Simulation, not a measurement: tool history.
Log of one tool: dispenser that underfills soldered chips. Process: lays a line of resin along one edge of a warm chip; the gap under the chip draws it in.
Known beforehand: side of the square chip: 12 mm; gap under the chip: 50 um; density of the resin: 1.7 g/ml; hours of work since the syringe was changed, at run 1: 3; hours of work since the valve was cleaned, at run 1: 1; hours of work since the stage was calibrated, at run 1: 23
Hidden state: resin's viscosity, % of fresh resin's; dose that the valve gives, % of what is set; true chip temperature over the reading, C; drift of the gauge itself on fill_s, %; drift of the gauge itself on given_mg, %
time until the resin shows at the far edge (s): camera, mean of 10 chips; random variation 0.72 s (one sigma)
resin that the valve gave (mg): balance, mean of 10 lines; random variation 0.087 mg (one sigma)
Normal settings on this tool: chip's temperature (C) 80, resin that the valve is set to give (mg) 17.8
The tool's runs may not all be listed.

run,hour,chip's temperature (C),resin that the valve is set to give (mg),hours of work since the syringe was changed,hours of work since the valve was cleaned,hours of work since the stage was calibrated,time until the resin shows at the far edge (s),resin that the valve gave (mg)
1,0.0,80,17.8,3,1,23,75.5,17.89
2,4.5,65,17.8,6,4,26,184.4,17.78
# hour 9.0: new syringe of resin
3,9.2,65,17.8,0,7,29,137.7,17.78
4,13.5,80,18.9,3,10,32,76.9,18.74
5,17.1,94,17.8,6,13,35,46.0,17.68
# hour 22.0: new syringe of resin
6,22.0,94,17.8,0,16,38,35.3,17.66
7,26.0,75,17.8,3,19,41,94.8,17.76
8,30.7,80,17.8,6,22,44,91.0,17.71
# hour 35.3: new syringe of resin
9,36.6,80,17.8,1,27,48,69.3,17.51
10,40.6,80,17.8,4,29,51,79.3,17.59
11,45.4,80,17.8,7,33,55,94.8,17.52
# hour 48.2: new syringe of resin
12,50.5,80,17.8,2,36,58,71.8,17.47
13,55.9,80,18.6,6,40,62,83.9,18.23
# hour 61.1: new syringe of resin
14,63.2,80,18.6,2,45,67,72.7,18.03
15,71.0,82,17.8,7,51,73,86.1,17.33
# hour 74.3: new syringe of resin
16,76.6,82,17.8,2,55,76,66.0,17.28
17,84.3,82,17.8,7,60,82,86.5,17.26
# hour 86.0: dispensing valve cleaned and set on the balance
# hour 88.5: new syringe of resin
18,93.5,82,17.8,4,5,88,72.6,17.75
19,98.7,82,17.8,7,9,91,87.9,17.71
# hour 101.6: new syringe of resin
20,105.0,82,17.8,2,13,96,69.7,17.74
21,112.7,82,18.5,8,19,101,88.8,18.24
# hour 114.5: new syringe of resin
22,116.7,80,22.2,2,21,104,71.1,21.86
23,124.2,80,19.5,7,27,109,93.5,19.11
# hour 127.6: new syringe of resin
24,132.4,76,20.4,3,33,115,94.0,19.91
# hour 140.5: new syringe of resin
25,141.2,88,22.2,1,39,121,46.0,21.80
26,148.0,67,15.4,5,44,126,174.4,15.07
# hour 153.6: new syringe of resin
27,154.2,75,19.8,0,48,130,86.6,19.05
28,162.5,75,19.8,6,54,136,115.5,19.02
# hour 166.5: new syringe of resin
29,167.7,90,20.6,1,57,140,43.8,19.93
30,171.4,90,20.6,4,60,143,51.2,19.89
# hour 173.5: dispensing valve cleaned and set on the balance
31,176.6,90,16.1,7,2,146,61.8,16.16
# hour 180.3: new syringe of resin
32,184.2,90,16.1,3,7,151,50.4,16.11
33,188.3,74,15.2,6,10,154,125.3,15.03
# hour 193.8: new syringe of resin
34,194.3,74,15.2,0,15,158,96.0,15.11
35,200.8,79,19.6,5,19,163,90.3,19.44

How would selected steps in time until the resin shows at the far edge (s) from run to run divide? Give the signed amount a tool lacking its hidden state would still show from settings, what came in and random variation, and the signed amount left for the hidden state, including any gauge scatter that is not in both of the compared results.
Run 1 -> 2: chip's temperature (C) 80 -> 65. time until the resin shows at the far edge (s) +108.9: hidden state +38.8, all else +70.1.
Run 2 -> 3: new syringe of resin. time until the resin shows at the far edge (s) -46.7: hidden state -46.5, all else -0.2.
Run 25 -> 26: chip's temperature (C) 88 -> 67, resin that the valve is set to give (mg) 22.2 -> 15.4. time until the resin shows at the far edge (s) +128.4: hidden state +44.8, all else +83.6.
Run 26 -> 27: chip's temperature (C) 67 -> 75, resin that the valve is set to give (mg) 15.4 -> 19.8, new syringe of resin. time until the resin shows at the far edge (s) -87.8: hidden state -42.4, all else -45.4.

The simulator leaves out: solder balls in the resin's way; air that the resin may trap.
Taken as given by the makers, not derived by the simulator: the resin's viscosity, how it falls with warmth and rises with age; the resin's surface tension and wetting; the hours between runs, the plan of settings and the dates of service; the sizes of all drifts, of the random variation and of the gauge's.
